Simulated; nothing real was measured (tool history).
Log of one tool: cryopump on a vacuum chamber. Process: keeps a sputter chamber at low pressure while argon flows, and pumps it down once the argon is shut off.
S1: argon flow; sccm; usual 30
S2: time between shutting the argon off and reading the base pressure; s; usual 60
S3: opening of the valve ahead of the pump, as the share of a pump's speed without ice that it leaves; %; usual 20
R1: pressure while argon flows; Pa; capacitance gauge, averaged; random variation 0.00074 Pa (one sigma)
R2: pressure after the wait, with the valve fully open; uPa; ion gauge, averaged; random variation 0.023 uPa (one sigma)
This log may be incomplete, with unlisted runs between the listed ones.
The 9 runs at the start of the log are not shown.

| run | hour | S1 | S2 | S3 | R1 | R2 |
|---|---|---|---|---|---|---|
| 10 | 756.1 | 30 | 60 | 17 | 0.1705 | 1.28 |
| 11 | 853.9 | 30 | 60 | 17 | 0.1699 | 1.39 |
|  | 921.0 | pump warmed up, emptied and cooled again |
| 12 | 952.6 | 30 | 60 | 20 | 0.1374 | 1.20 |
| 13 | 1044.9 | 30 | 60 | 20 | 0.1377 | 1.16 |
| 14 | 1109.1 | 16 | 60 | 20 | 0.0733 | 1.23 |
| 15 | 1185.6 | 16 | 60 | 20 | 0.0739 | 1.27 |
| 16 | 1239.9 | 16 | 60 | 20 | 0.0738 | 1.24 |
| 17 | 1312.1 | 16 | 60 | 20 | 0.0743 | 1.25 |
| 18 | 1403.8 | 16 | 60 | 20 | 0.0753 | 1.32 |
| 19 | 1489.1 | 16 | 60 | 16 | 0.0939 | 1.37 |
| 20 | 1586.7 | 16 | 27 | 21 | 0.0725 | 2.08 |
| 21 | 1658.9 | 13 | 32 | 59 | 0.0224 | 1.98 |
| 22 | 1748.2 | 60 | 186 | 42 | 0.1465 | 1.10 |
|  | 1790.5 | leaking fittings of the chamber tightened, without venting |
| 23 | 1855.5 | 16 | 124 | 56 | 0.0297 | 0.47 |
| 24 | 1959.7 | 17 | 205 | 16 | 0.1029 | 0.46 |
| 25 | 2042.0 | 18 | 60 | 39 | 0.0483 | 0.87 |
|  | 2134.6 | pump warmed up, emptied and cooled again |
| 26 | 2150.1 | 18 | 60 | 39 | 0.0427 | 0.84 |
| 27 | 2245.3 | 20 | 28 | 20 | 0.0912 | 1.48 |
| 28 | 2321.3 | 36 | 87 | 46 | 0.0724 | 0.68 |
| 29 | 2375.2 | 53 | 87 | 46 | 0.1094 | 0.72 |
| 30 | 2463.4 | 53 | 87 | 46 | 0.1096 | 0.72 |
| 31 | 2527.0 | 15 | 60 | 56 | 0.0262 | 0.91 |
| 32 | 2606.1 | 39 | 24 | 31 | 0.1193 | 1.81 |
| 33 | 2693.0 | 39 | 24 | 31 | 0.1211 | 1.82 |

Forecast each of these 5 alternatives for the next run:
| A | 2761.4 | 26 | 20 | 24 | ? | ? |
| B | 2761.4 | 26 | 287 | 31 | ? | ? |
| C | 2761.4 | 30 | 26 | 39 | ? | ? |
| D | 2761.4 | 15 | 24 | 42 | ? | ? |
| E | 2761.4 | 53 | 151 | 38 | ? | ? |

| run | R1 | R2 |
|---|---|---|
| A | 0.1023 | 2.19 |
| B | 0.0815 | 0.54 |
| C | 0.0742 | 1.79 |
| D | 0.0351 | 1.84 |
| E | 0.1366 | 0.66 |
Without the tool's unlogged condition, the same runs would have read:
| run | R1 | R2 |
|---|---|---|
| A | 0.0975 | 1.90 |
| B | 0.0766 | 0.26 |
| C | 0.0687 | 1.50 |
| D | 0.0323 | 1.56 |
| E | 0.1268 | 0.37 |
